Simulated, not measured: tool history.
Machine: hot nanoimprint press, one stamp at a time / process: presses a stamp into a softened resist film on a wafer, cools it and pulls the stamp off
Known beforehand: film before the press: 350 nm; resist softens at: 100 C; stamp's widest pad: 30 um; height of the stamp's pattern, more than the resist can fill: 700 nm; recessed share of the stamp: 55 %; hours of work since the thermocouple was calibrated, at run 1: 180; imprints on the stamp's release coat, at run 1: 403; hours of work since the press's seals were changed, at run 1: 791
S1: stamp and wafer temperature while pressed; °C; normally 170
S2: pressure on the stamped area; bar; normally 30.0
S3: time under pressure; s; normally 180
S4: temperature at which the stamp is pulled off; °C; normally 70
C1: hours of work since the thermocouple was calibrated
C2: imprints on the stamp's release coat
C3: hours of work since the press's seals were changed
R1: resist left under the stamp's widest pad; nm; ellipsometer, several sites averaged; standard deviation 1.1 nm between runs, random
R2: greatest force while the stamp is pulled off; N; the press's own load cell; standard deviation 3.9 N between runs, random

Run 1, hour 0.0: usual settings; C1 180; C2 403; C3 791. Result: R1 166.6 nm, R2 215 N.
At hour 11.5: press's hydraulic seals changed and the load cell set to zero.
Run 2, hour 31.6: usual settings; C1 195; C2 479; C3 13. Result: R1 164.2 nm, R2 219 N.
Run 3, hour 58.9: usual settings; C1 212; C2 568; C3 30. Result: R1 163.2 nm, R2 224 N.
At hour 110.2: stamp cleaned and given a new release coat.
Run 4, hour 113.8: usual settings but S1 171 °C; C1 243; C2 11; C3 60. Result: R1 158.6 nm, R2 185 N.
Run 5, hour 142.8: usual settings but S1 171 °C; C1 261; C2 105; C3 78. Result: R1 159.6 nm, R2 197 N.
At hour 161.2: plate thermocouple calibrated.
Run 6, hour 180.6: usual settings but S1 171 °C; C1 12; C2 218; C3 100. Result: R1 161.2 nm, R2 209 N.
Run 7, hour 233.8: usual settings but S1 171 °C; C1 45; C2 391; C3 133. Result: R1 161.6 nm, R2 213 N.
Run 8, hour 280.5: usual settings but S1 171 °C; C1 75; C2 542; C3 162. Result: R1 161.0 nm, R2 230 N.
At hour 339.7: stamp cleaned and given a new release coat.
Run 9, hour 339.7: usual settings but S4 57 °C; C1 108; C2 0; C3 196. Result: R1 170.8 nm, R2 235 N.
Run 10, hour 373.6: usual settings but S4 57 °C; C1 129; C2 111; C3 217. Result: R1 171.6 nm, R2 241 N.
Run 11, hour 419.2: usual settings but S4 57 °C; C1 157; C2 258; C3 245. Result: R1 172.6 nm, R2 255 N.
Run 12, hour 459.0: usual settings but S2 24.9 bar; C1 182; C2 388; C3 270. Result: R1 185.7 nm, R2 214 N.
Run 13, hour 495.1: usual settings but S4 68 °C; C1 205; C2 505; C3 293. Result: R1 173.1 nm, R2 237 N.
At hour 501.9: plate thermocouple calibrated, once more.
Run 14, hour 529.8: usual settings; C1 17; C2 607; C3 312. Result: R1 162.2 nm, R2 229 N.
Run 15, hour 554.4: usual settings; C1 33; C2 687; C3 328. Result: R1 160.7 nm, R2 227 N.
At hour 570.7: stamp cleaned and given a new release coat.
Run 16, hour 591.2: usual settings; C1 52; C2 67; C3 347. Result: R1 160.6 nm, R2 187 N.
Run 17, hour 630.0: usual settings; C1 76; C2 193; C3 371. Result: R1 162.1 nm, R2 206 N.
Run 18, hour 666.5: usual settings; C1 99; C2 311; C3 394. Result: R1 163.4 nm, R2 205 N.
Run 19, hour 694.0: usual settings but S2 39.0 bar; C1 116; C2 400; C3 411. Result: R1 146.4 nm, R2 214 N.
Run 20, hour 741.2: usual settings but S2 19.2 bar; C1 146; C2 553; C3 441. Result: R1 197.9 nm, R2 220 N.
Run 21, hour 782.9: usual settings but S2 19.2 bar, S3 148 s; C1 172; C2 688; C3 467. Result: R1 209.4 nm, R2 231 N.
At hour 795.3: stamp cleaned and given a new release coat.
Run 22, hour 835.5: usual settings but S1 176 °C, S2 26.9 bar, S3 222 s, S4 71 °C; C1 201; C2 130; C3 496. Result: R1 122.2 nm, R2 198 N.
Run 23, hour 882.5: usual settings but S1 181 °C, S2 37.7 bar; C1 230; C2 283; C3 525. Result: R1 88.1 nm, R2 208 N.
Run 24, hour 911.9: usual settings but S1 168 °C, S2 27.3 bar, S3 100 s, S4 57 °C; C1 249; C2 378; C3 544. Result: R1 228.1 nm, R2 266 N.
Run 25, hour 944.1: usual settings but S1 173 °C; C1 269; C2 483; C3 564. Result: R1 146.4 nm, R2 224 N.
At hour 952.1: plate thermocouple calibrated.
Run 26, hour 974.1: usual settings but S1 172 °C, S4 74 °C; C1 14; C2 570; C3 581. Result: R1 146.9 nm, R2 210 N.
Run 27, hour 997.7: usual settings but S1 176 °C, S2 39.0 bar, S3 222 s, S4 76 °C; C1 28; C2 647; C3 595. Result: R1 98.7 nm, R2 207 N.
At hour 1024.0: stamp cleaned and given a new release coat.
Run 28, hour 1039.5: usual settings but S2 23.4 bar, S4 66 °C; C1 51; C2 51; C3 618. Result: R1 179.3 nm, R2 203 N.
Run 29, hour 1079.1: usual settings but S1 158 °C, S2 45.5 bar, S3 210 s, S4 63 °C; C1 76; C2 179; C3 642. Result: R1 229.7 nm, R2 226 N.

A few steps of R1 between consecutive runs. Split each: what settings, incoming material and random variation would produce without the hidden state, and what is left over for the hidden state, along with gauge scatter present in only one of the two compared results (measured, and without hidden state):
Unlogged tool condition in this case: true temperature over the reading, C; pressure that arrives at the usual setting, %; grip of the stamp's worn release coat, % over a new coat's; drift of the gauge itself on residual_nm, %; drift of the gauge itself on pull_off_n, %.
Run 13 -> 14: S4 68 -> 70, plate thermocouple calibrated, once more. R1 -10.9 nm: hidden state -13.4, all else +2.5.
Run 21 -> 22: S1 170 -> 176, S2 19.2 -> 26.9, S3 148 -> 222, S4 70 -> 71, stamp cleaned and given a new release coat. R1 -87.2 nm: hidden state -0.9, all else -86.3.
Run 23 -> 24: S1 181 -> 168, S2 37.7 -> 27.3, S3 180 -> 100, S4 70 -> 57. R1 +140.0 nm: hidden state +5.1, all else +134.9.
Run 25 -> 26: S1 173 -> 172, S4 70 -> 74, plate thermocouple calibrated. R1 +0.5 nm: hidden state -7.2, all else +7.7.
